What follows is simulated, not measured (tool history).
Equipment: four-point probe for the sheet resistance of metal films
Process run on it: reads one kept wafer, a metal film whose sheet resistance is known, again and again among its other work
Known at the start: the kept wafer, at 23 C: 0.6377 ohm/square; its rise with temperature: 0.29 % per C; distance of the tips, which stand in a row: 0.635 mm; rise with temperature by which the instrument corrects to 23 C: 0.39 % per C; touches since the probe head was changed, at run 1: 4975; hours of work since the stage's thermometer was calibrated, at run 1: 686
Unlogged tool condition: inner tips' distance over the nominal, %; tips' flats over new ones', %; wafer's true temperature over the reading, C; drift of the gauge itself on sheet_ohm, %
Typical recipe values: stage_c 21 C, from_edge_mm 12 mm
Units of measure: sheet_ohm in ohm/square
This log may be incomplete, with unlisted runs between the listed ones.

run,day,stage_c,from_edge_mm,touches since the probe head was changed,hours of work since the stage's thermometer was calibrated,sheet_ohm
1,0.000,21,12,4975,686,0.638604
2,3.679,19,12,6901,747,0.640044
3,6.925,19,12,8602,801,0.640047
4,11.883,19,12,11198,884,0.640572
5,16.446,21,12,13588,960,0.638981
6,19.325,21,48,15096,1008,0.638309
7,25.242,28,12,18193,1106,0.634954
8,30.221,28,12,20801,1189,0.635166
9,33.971,28,12,22765,1252,0.635017
10,37.983,21,10,24866,1319,0.639848
11,42.221,21,10,27086,1389,0.639966
12,45.521,21,10,28813,1444,0.639912
13,48.154,21,9,30193,1488,0.640515
# day 48.646: stage's thermometer calibrated
14,52.592,21,9,32505,66,0.640090
15,55.638,21,12,34100,117,0.639808
16,58.725,21,12,35716,168,0.639772
17,62.121,19,67,37494,225,0.640212
# day 63.575: stage's thermometer calibrated, once more
18,65.317,29,4,39158,29,0.643867
19,71.079,21,7,42176,125,0.643107
20,73.617,30,44,43505,167,0.634998
21,78.950,33,12,46298,256,0.634187
22,84.550,33,12,49229,350,0.634330
23,87.662,33,12,50860,402,0.634453
24,91.958,31,5,53110,473,0.640057
25,96.767,19,72,55628,553,0.642440
26,101.817,19,72,58272,638,0.642366
27,106.812,19,72,60889,721,0.642578
28,111.517,19,72,63352,799,0.642471
29,115.654,25,24,65519,868,0.639177
30,119.117,33,4,67331,926,0.642750

Below, some changes in sheet_ohm between adjacent runs. For each, the amount present without the hidden state too (settings, incoming material, random variation) and the amount remaining for the hidden state with gauge scatter not shared by both compared results:
Run 6 -> 7: stage_c 21 -> 28, from_edge_mm 48 -> 12. sheet_ohm -0.003355 ohm/square: hidden state +0.000129, all else -0.003484.
Run 9 -> 10: stage_c 28 -> 21, from_edge_mm 12 -> 10. sheet_ohm +0.004831 ohm/square: hidden state +0.000061, all else +0.004770.
Run 17 -> 18: stage_c 19 -> 29, from_edge_mm 67 -> 4, stage's thermometer calibrated, once more. sheet_ohm +0.003655 ohm/square: hidden state +0.001541, all else +0.002114.
Run 19 -> 20: stage_c 21 -> 30, from_edge_mm 7 -> 44. sheet_ohm -0.008109 ohm/square: hidden state +0.000024, all else -0.008133.
Run 21 -> 22: no setting changed, nothing entered. sheet_ohm +0.000143 ohm/square: hidden state +0.000112, all else +0.000031.
Run 23 -> 24: stage_c 33 -> 31, from_edge_mm 12 -> 5. sheet_ohm +0.005604 ohm/square: hidden state +0.000102, all else +0.005502.

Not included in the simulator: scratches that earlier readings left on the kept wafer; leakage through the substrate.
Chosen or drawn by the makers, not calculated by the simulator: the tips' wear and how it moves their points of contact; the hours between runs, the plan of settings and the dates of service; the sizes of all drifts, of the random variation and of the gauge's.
